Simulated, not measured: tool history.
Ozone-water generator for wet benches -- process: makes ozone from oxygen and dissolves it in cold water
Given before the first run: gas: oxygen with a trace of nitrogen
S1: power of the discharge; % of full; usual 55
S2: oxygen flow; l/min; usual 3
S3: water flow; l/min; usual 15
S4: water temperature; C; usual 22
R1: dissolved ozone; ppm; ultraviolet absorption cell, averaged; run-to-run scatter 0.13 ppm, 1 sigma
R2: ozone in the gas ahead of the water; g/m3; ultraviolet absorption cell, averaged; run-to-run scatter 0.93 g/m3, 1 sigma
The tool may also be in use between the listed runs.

run 1 hour=0 | S1=55 S2=3 S3=15 S4=22 | R1=14.4 R2=158.2
run 2 hour=46.4 | S1=55 S2=2.84 S3=15 S4=22 | R1=14.6 R2=162
run 3 hour=66.3 | S1=55 S2=2.84 S3=15 S4=22 | R1=14.4 R2=161.4
run 4 hour=90 | S1=55 S2=3 S3=15 S4=22 | R1=14.7 R2=157.2
run 5 hour=117 | S1=55 S2=3 S3=15 S4=22 | R1=14.6 R2=157.3
run 6 hour=136.5 | S1=55 S2=3 S3=15 S4=22 | R1=14.5 R2=155.5
run 7 hour=165.8 | S1=55 S2=3 S3=15 S4=22 | R1=14.5 R2=158.6
run 8 hour=200.6 | S1=55 S2=5.11 S3=15 S4=22 | R1=15.3 R2=124.4
run 9 hour=222.8 | S1=55 S2=3 S3=12 S4=22 | R1=17.5 R2=156.7
run 10 hour=249.1 | S1=55 S2=3.07 S3=15 S4=22 | R1=14.6 R2=155.5
run 11 hour=273.1 | S1=70 S2=3 S3=15 S4=22 | R1=18 R2=193.7
run 12 hour=303 | S1=70 S2=3 S3=15 S4=22 | R1=18 R2=195.4
run 13 hour=333.9 | S1=70 S2=3 S3=15 S4=22 | R1=18 R2=195.7
run 14 hour=381.2 | S1=51 S2=3 S3=15 S4=22 | R1=13.3 R2=145.6
run 15 hour=428.4 | S1=55 S2=3 S3=13 S4=22 | R1=16.3 R2=155.7
run 16 hour=463.4 | S1=60 S2=3 S3=15 S4=22 | R1=15.9 R2=169.2
run 17 hour=494.1 | S1=60 S2=3 S3=15 S4=22 | R1=15.4 R2=170.1
run 18 hour=516.1 | S1=60 S2=3 S3=15 S4=22 | R1=15.6 R2=167.7
run 19 hour=562.8 | S1=55 S2=3.16 S3=11 S4=27 | R1=16.8 R2=152.1
run 20 hour=595.3 | S1=55 S2=3.16 S3=11 S4=27 | R1=17.5 R2=153
run 21 hour=646.6 | S1=55 S2=1.72 S3=15 S4=22 | R1=12.7 R2=199.8
run 22 hour=680.1 | S1=42 S2=2.4 S3=10 S4=22 | R1=14.8 R2=134.8
run 23 hour=715.6 | S1=46 S2=2.46 S3=21 S4=27 | R1=8.4 R2=145.8
run 24 hour=736.3 | S1=46 S2=2.46 S3=21 S4=27 | R1=8.4 R2=146.8
run 25 hour=772 | S1=46 S2=2.46 S3=21 S4=27 | R1=8.4 R2=144.3
run 26 hour=819 | S1=46 S2=2.46 S3=21 S4=27 | R1=8.5 R2=144.3
run 27 hour=849 | S1=70 S2=2.68 S3=21 S4=19 | R1=13.6 R2=203.7
run 28 hour=873.4 | S1=87 S2=3.67 S3=21 S4=17 | R1=18.1 R2=213.3
run 29 hour=916.3 | S1=55 S2=2.21 S3=10 S4=22 | R1=19.4 R2=176.1
run 30 hour=938.3 | S1=51 S2=4.59 S3=22 S4=15 | R1=11.7 R2=121.7
run 31 hour=968.6 | S1=72 S2=3 S3=15 S4=28 | R1=17.3 R2=200.1
run 32 hour=1006.2 | S1=49 S2=4.95 S3=15 S4=14 | R1=15.6 R2=111.7

Missing from the log above: 2 entries noted between runs. For each, name the pair of listed runs it sits between and say how the tool's hidden condition differs from the listed run just before to the listed run just after:
Logged between run 20 and run 21: contactor cleaned (hour 602.8)
  yield of the discharge, % of new electrodes': 99.1 -> 99; contactor's efficiency, % of a clean one's: 95.9 -> 93.4
  difference, measured minus the result without the unlogged condition, R1: -0.3 -> -0.5 ppm; R2: -1.2 -> -1.6 g/m3
Logged between run 22 and run 23: contactor cleaned, once more (hour 714.4)
  contactor's efficiency, % of a clean one's: 93.4 -> 100; true water temperature over the reading, C: 0.03 -> 0.04
  difference, measured minus the result without the unlogged condition, R1: -0.4 -> +0 ppm; R2: -0.8 -> -1 g/m3
